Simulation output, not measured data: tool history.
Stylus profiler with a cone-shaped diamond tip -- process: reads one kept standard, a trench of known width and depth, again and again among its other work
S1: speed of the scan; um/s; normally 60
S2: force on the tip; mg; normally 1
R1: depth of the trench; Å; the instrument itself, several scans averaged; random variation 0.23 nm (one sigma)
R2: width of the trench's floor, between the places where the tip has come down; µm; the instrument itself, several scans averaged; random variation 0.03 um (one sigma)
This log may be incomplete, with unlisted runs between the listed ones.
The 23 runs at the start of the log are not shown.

run    hour   S1    S2       R1     R2
 24     876  108     1  10091.1  25.31
 25   906.6   40  0.96  10093.3  25.82
 26   952.3   60  0.72  10073.3  25.59
 27   990.6  111  2.81    10179   25.6
 28  1024.1  111  2.81  10181.7  25.59
 29  1052.3   89  0.76  10077.8  25.43
 30  1093.7  158  1.49  10119.2  25.25
 31  1122.6  158  1.49  10117.6  25.29
 32  1145.2  158  1.63  10127.7  25.24

Forecast each of these 3 alternatives for the next run:
  A  1187.7   35  2.05   ?   ?
  B  1187.7   16  2.59   ?   ?
  C  1187.7  203  1.32   ?   ?

run       R1     R2
  A  10147.8  25.86
  B  10172.2  25.94
  C  10112.4  24.97
With the hidden condition removed and each run's random variation left untouched, the same runs would have given:
run       R1     R2
  A  10147.6  25.89
  B    10172  25.96
  C  10112.2  24.99
